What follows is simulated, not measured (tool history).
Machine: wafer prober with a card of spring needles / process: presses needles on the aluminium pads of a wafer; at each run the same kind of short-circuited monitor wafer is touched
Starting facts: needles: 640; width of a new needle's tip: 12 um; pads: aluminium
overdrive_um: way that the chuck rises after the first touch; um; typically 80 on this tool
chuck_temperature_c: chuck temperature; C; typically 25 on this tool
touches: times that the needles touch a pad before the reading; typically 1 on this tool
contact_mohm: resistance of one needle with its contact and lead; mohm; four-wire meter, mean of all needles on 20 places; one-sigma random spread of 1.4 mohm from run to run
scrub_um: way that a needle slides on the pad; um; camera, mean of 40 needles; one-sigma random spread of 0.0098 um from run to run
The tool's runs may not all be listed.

run 1 hour=0 | overdrive_um=80 chuck_temperature_c=25 touches=1 | contact_mohm=164 scrub_um=18.674
-- hour=13.1 tips cleaned on abrasive film
run 2 hour=13.1 | overdrive_um=80 chuck_temperature_c=25 touches=1 | contact_mohm=119 scrub_um=18.652
run 3 hour=26.3 | overdrive_um=80 chuck_temperature_c=25 touches=1 | contact_mohm=154 scrub_um=18.64
run 4 hour=36.4 | overdrive_um=80 chuck_temperature_c=25 touches=1 | contact_mohm=166 scrub_um=18.65
-- hour=44.8 tips cleaned on abrasive film
run 5 hour=59.6 | overdrive_um=80 chuck_temperature_c=25 touches=1 | contact_mohm=157 scrub_um=18.635
-- hour=76.8 tips cleaned on abrasive film
run 6 hour=78.1 | overdrive_um=80 chuck_temperature_c=72 touches=1 | contact_mohm=131 scrub_um=18.609
run 7 hour=100.7 | overdrive_um=80 chuck_temperature_c=72 touches=1 | contact_mohm=168 scrub_um=18.603
-- hour=108.9 tips cleaned on abrasive film
run 8 hour=119.7 | overdrive_um=80 chuck_temperature_c=25 touches=1 | contact_mohm=150 scrub_um=18.599
run 9 hour=137.2 | overdrive_um=80 chuck_temperature_c=25 touches=1 | contact_mohm=166 scrub_um=18.599
-- hour=141.3 tips cleaned on abrasive film
run 10 hour=161.1 | overdrive_um=80 chuck_temperature_c=25 touches=1 | contact_mohm=163 scrub_um=18.584
run 11 hour=171 | overdrive_um=80 chuck_temperature_c=25 touches=1 | contact_mohm=168 scrub_um=18.579
-- hour=173.1 tips cleaned on abrasive film
-- hour=173.4 height of the first contact set anew
run 12 hour=186.1 | overdrive_um=80 chuck_temperature_c=25 touches=1 | contact_mohm=153 scrub_um=18.728
-- hour=204.8 tips cleaned on abrasive film
run 13 hour=206.6 | overdrive_um=80 chuck_temperature_c=25 touches=1 | contact_mohm=127 scrub_um=18.729
run 14 hour=221.4 | overdrive_um=80 chuck_temperature_c=25 touches=1 | contact_mohm=158 scrub_um=18.709
run 15 hour=232.7 | overdrive_um=80 chuck_temperature_c=25 touches=1 | contact_mohm=168 scrub_um=18.711
-- hour=236.4 tips cleaned on abrasive film
run 16 hour=245.4 | overdrive_um=80 chuck_temperature_c=25 touches=1 | contact_mohm=148 scrub_um=18.709
run 17 hour=259.5 | overdrive_um=80 chuck_temperature_c=25 touches=1 | contact_mohm=164 scrub_um=18.694
-- hour=268.8 tips cleaned on abrasive film
run 18 hour=275.2 | overdrive_um=65 chuck_temperature_c=60 touches=2 | contact_mohm=137 scrub_um=15.15
run 19 hour=292.4 | overdrive_um=92 chuck_temperature_c=48 touches=3 | contact_mohm=134 scrub_um=21.484
-- hour=300.7 tips cleaned on abrasive film
run 20 hour=306.2 | overdrive_um=99 chuck_temperature_c=67 touches=3 | contact_mohm=128 scrub_um=23.105
run 21 hour=328.5 | overdrive_um=92 chuck_temperature_c=48 touches=1 | contact_mohm=166 scrub_um=21.469
-- hour=333.1 tips cleaned on abrasive film
run 22 hour=341.3 | overdrive_um=68 chuck_temperature_c=110 touches=1 | contact_mohm=156 scrub_um=15.807
run 23 hour=351.4 | overdrive_um=66 chuck_temperature_c=112 touches=1 | contact_mohm=176 scrub_um=15.339
-- hour=366.3 tips cleaned on abrasive film
run 24 hour=371.4 | overdrive_um=86 chuck_temperature_c=32 touches=1 | contact_mohm=136 scrub_um=20.024
run 25 hour=390.2 | overdrive_um=80 chuck_temperature_c=78 touches=2 | contact_mohm=150 scrub_um=18.618
-- hour=398.6 tips cleaned on abrasive film
run 26 hour=411.1 | overdrive_um=85 chuck_temperature_c=69 touches=2 | contact_mohm=141 scrub_um=19.771
run 27 hour=429.4 | overdrive_um=95 chuck_temperature_c=65 touches=2 | contact_mohm=145 scrub_um=22.103
-- hour=431 tips cleaned on abrasive film
run 28 hour=440.9 | overdrive_um=96 chuck_temperature_c=56 touches=1 | contact_mohm=149 scrub_um=22.324
run 29 hour=460.5 | overdrive_um=95 chuck_temperature_c=98 touches=2 | contact_mohm=155 scrub_um=22.1
-- hour=462.2 tips cleaned on abrasive film
run 30 hour=473.3 | overdrive_um=95 chuck_temperature_c=98 touches=2 | contact_mohm=145 scrub_um=22.085
run 31 hour=486.1 | overdrive_um=80 chuck_temperature_c=74 touches=2 | contact_mohm=149 scrub_um=18.561
-- hour=490.3 height of the first contact set anew
-- hour=494.1 tips cleaned on abrasive film
run 32 hour=510.2 | overdrive_um=72 chuck_temperature_c=89 touches=2 | contact_mohm=150 scrub_um=16.835
run 33 hour=521.3 | overdrive_um=84 chuck_temperature_c=86 touches=1 | contact_mohm=172 scrub_um=19.64
-- hour=526.3 tips cleaned on abrasive film
run 34 hour=534.7 | overdrive_um=100 chuck_temperature_c=92 touches=3 | contact_mohm=134 scrub_um=23.366

For some of the steps in contact_mohm from one run to the next: how much would appear even if the tool had no hidden state, given the settings, what came in and random variation, and how much remains for the hidden state plus any gauge scatter that the measured result and the result without hidden state don't share?
Unlogged tool condition in this case: debris on the tips, nm; way that the needles fall short of the set height, um; tips' diameter, um; drift of the gauge itself on contact_mohm, %; drift of the gauge itself on scrub_um, %.
Run 1 -> 2: tips cleaned on abrasive film. contact_mohm -45 mohm: hidden state -44, all else -1.
Run 6 -> 7: no setting touched and nothing written in the log between the runs. contact_mohm +37 mohm: hidden state +40, all else -3.
Run 20 -> 21: overdrive_um 99 -> 92, chuck_temperature_c 67 -> 48, touches 3 -> 1. contact_mohm +38 mohm: hidden state +41, all else -3.
Run 23 -> 24: overdrive_um 66 -> 86, chuck_temperature_c 112 -> 32, tips cleaned on abrasive film. contact_mohm -40 mohm: hidden state -29, all else -11.
